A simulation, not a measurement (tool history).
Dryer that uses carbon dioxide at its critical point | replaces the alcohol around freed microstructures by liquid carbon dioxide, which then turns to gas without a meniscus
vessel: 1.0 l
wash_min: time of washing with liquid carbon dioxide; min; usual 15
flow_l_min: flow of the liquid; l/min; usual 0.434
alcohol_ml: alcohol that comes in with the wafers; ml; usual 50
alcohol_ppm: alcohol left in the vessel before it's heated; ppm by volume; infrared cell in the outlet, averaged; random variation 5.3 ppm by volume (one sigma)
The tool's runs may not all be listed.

run	hour	wash_min	flow_l_min	alcohol_ml	alcohol_ppm
1	0.0	15	0.434	50	172
2	6.6	15	0.434	50	176
3	11.0	11	0.434	50	768
4	18.7	15	0.434	50	180
5	23.8	15	0.434	50	183
6	30.2	15	0.434	50	176
7	36.8	15	0.434	50	185
8	41.5	15	0.434	50	187
9	49.2	15	0.549	30	35
10	58.8	15	0.434	25	104
11	67.1	11	0.434	25	404
12	76.5	10	0.378	50	1971
13	82.6	15	0.434	117	428
14	88.8	11	0.574	26	121
15	97.2	14	0.398	32	287

Forecast each of these 4 alternatives for the next run:
A	104.5	14	0.323	32	?
B	104.5	19	0.519	32	?
C	104.5	15	0.273	50	?
D	104.5	20	0.719	39	?

run	alcohol_ppm
A	698
B	34
C	1634
D	20
Without the tool's hidden state the same runs would have given:
run	alcohol_ppm
A	463
B	14
C	1147
D	3
